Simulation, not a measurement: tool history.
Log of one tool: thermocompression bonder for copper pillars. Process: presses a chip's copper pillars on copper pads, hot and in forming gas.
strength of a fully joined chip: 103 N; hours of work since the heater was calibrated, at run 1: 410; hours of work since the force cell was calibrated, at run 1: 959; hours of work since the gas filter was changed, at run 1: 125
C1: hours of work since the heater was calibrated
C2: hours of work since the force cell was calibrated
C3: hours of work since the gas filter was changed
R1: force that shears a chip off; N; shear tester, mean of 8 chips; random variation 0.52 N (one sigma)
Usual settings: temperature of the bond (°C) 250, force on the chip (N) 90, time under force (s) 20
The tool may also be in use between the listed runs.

{"run": 1, "hour": 0.0, "temperature of the bond (°C)": 250, "force on the chip (N)": 90, "time under force (s)": 20, "C1": 410, "C2": 959, "C3": 125, "R1": 57.5}
{"hour": 25.0, "done": "force cell calibrated"}
{"run": 2, "hour": 74.3, "temperature of the bond (°C)": 250, "force on the chip (N)": 90, "time under force (s)": 20, "C1": 452, "C2": 29, "C3": 167, "R1": 55.2}
{"run": 3, "hour": 136.7, "temperature of the bond (°C)": 250, "force on the chip (N)": 90, "time under force (s)": 20, "C1": 488, "C2": 65, "C3": 203, "R1": 54.6}
{"run": 4, "hour": 180.4, "temperature of the bond (°C)": 250, "force on the chip (N)": 90, "time under force (s)": 20, "C1": 514, "C2": 90, "C3": 229, "R1": 54.7}
{"run": 5, "hour": 225.5, "temperature of the bond (°C)": 224, "force on the chip (N)": 90, "time under force (s)": 20, "C1": 540, "C2": 116, "C3": 255, "R1": 42.5}
{"run": 6, "hour": 307.4, "temperature of the bond (°C)": 250, "force on the chip (N)": 90, "time under force (s)": 20, "C1": 587, "C2": 164, "C3": 302, "R1": 53.6}
{"run": 7, "hour": 398.7, "temperature of the bond (°C)": 250, "force on the chip (N)": 90, "time under force (s)": 34, "C1": 640, "C2": 217, "C3": 355, "R1": 62.0}
{"run": 8, "hour": 476.9, "temperature of the bond (°C)": 250, "force on the chip (N)": 90, "time under force (s)": 15, "C1": 686, "C2": 262, "C3": 401, "R1": 48.1}
{"hour": 543.1, "done": "forming gas filter changed"}
{"run": 9, "hour": 575.4, "temperature of the bond (°C)": 250, "force on the chip (N)": 90, "time under force (s)": 15, "C1": 742, "C2": 319, "C3": 19, "R1": 52.5}
{"run": 10, "hour": 668.0, "temperature of the bond (°C)": 250, "force on the chip (N)": 90, "time under force (s)": 15, "C1": 796, "C2": 373, "C3": 72, "R1": 52.4}
{"run": 11, "hour": 765.9, "temperature of the bond (°C)": 250, "force on the chip (N)": 90, "time under force (s)": 15, "C1": 853, "C2": 430, "C3": 129, "R1": 51.6}
{"run": 12, "hour": 848.1, "temperature of the bond (°C)": 250, "force on the chip (N)": 90, "time under force (s)": 15, "C1": 901, "C2": 477, "C3": 177, "R1": 52.1}
{"run": 13, "hour": 900.9, "temperature of the bond (°C)": 279, "force on the chip (N)": 115, "time under force (s)": 36, "C1": 931, "C2": 508, "C3": 208, "R1": 83.2}
{"run": 14, "hour": 996.1, "temperature of the bond (°C)": 253, "force on the chip (N)": 93, "time under force (s)": 19, "C1": 987, "C2": 563, "C3": 263, "R1": 56.9}
{"run": 15, "hour": 1095.3, "temperature of the bond (°C)": 232, "force on the chip (N)": 111, "time under force (s)": 19, "C1": 1044, "C2": 621, "C3": 320, "R1": 50.7}
{"hour": 1101.6, "done": "heater calibrated with a thermocouple chip"}
{"run": 16, "hour": 1139.0, "temperature of the bond (°C)": 248, "force on the chip (N)": 134, "time under force (s)": 12, "C1": 22, "C2": 645, "C3": 345, "R1": 56.8}
{"run": 17, "hour": 1224.1, "temperature of the bond (°C)": 248, "force on the chip (N)": 134, "time under force (s)": 12, "C1": 71, "C2": 694, "C3": 394, "R1": 55.7}
{"run": 18, "hour": 1279.1, "temperature of the bond (°C)": 248, "force on the chip (N)": 134, "time under force (s)": 12, "C1": 103, "C2": 726, "C3": 426, "R1": 56.1}
{"hour": 1300.2, "done": "forming gas filter changed"}
{"run": 19, "hour": 1354.0, "temperature of the bond (°C)": 248, "force on the chip (N)": 134, "time under force (s)": 12, "C1": 146, "C2": 769, "C3": 31, "R1": 62.5}
{"run": 20, "hour": 1405.1, "temperature of the bond (°C)": 240, "force on the chip (N)": 73, "time under force (s)": 20, "C1": 176, "C2": 799, "C3": 61, "R1": 49.8}
{"run": 21, "hour": 1491.8, "temperature of the bond (°C)": 246, "force on the chip (N)": 90, "time under force (s)": 18, "C1": 226, "C2": 849, "C3": 111, "R1": 55.9}
{"run": 22, "hour": 1560.6, "temperature of the bond (°C)": 246, "force on the chip (N)": 90, "time under force (s)": 18, "C1": 266, "C2": 889, "C3": 151, "R1": 55.7}

Forecast each of these 4 alternatives for the next run:
{"run": "A", "hour": 1618.6, "temperature of the bond (°C)": 278, "force on the chip (N)": 93, "time under force (s)": 20, "C1": 300, "C2": 923, "C3": 185, "R1": "?"}
{"run": "B", "hour": 1618.6, "temperature of the bond (°C)": 238, "force on the chip (N)": 90, "time under force (s)": 10, "C1": 300, "C2": 923, "C3": 185, "R1": "?"}
{"run": "C", "hour": 1618.6, "temperature of the bond (°C)": 228, "force on the chip (N)": 90, "time under force (s)": 20, "C1": 300, "C2": 923, "C3": 185, "R1": "?"}
{"run": "D", "hour": 1618.6, "temperature of the bond (°C)": 250, "force on the chip (N)": 70, "time under force (s)": 24, "C1": 300, "C2": 923, "C3": 185, "R1": "?"}

run=A R1=70.9
run=B R1=41.3
run=C R1=48.5
run=D R1=54.3
Without the tool's hidden state the same runs would have given:
run=A R1=69.2
run=B R1=38.4
run=C R1=45.3
run=D R1=51.4

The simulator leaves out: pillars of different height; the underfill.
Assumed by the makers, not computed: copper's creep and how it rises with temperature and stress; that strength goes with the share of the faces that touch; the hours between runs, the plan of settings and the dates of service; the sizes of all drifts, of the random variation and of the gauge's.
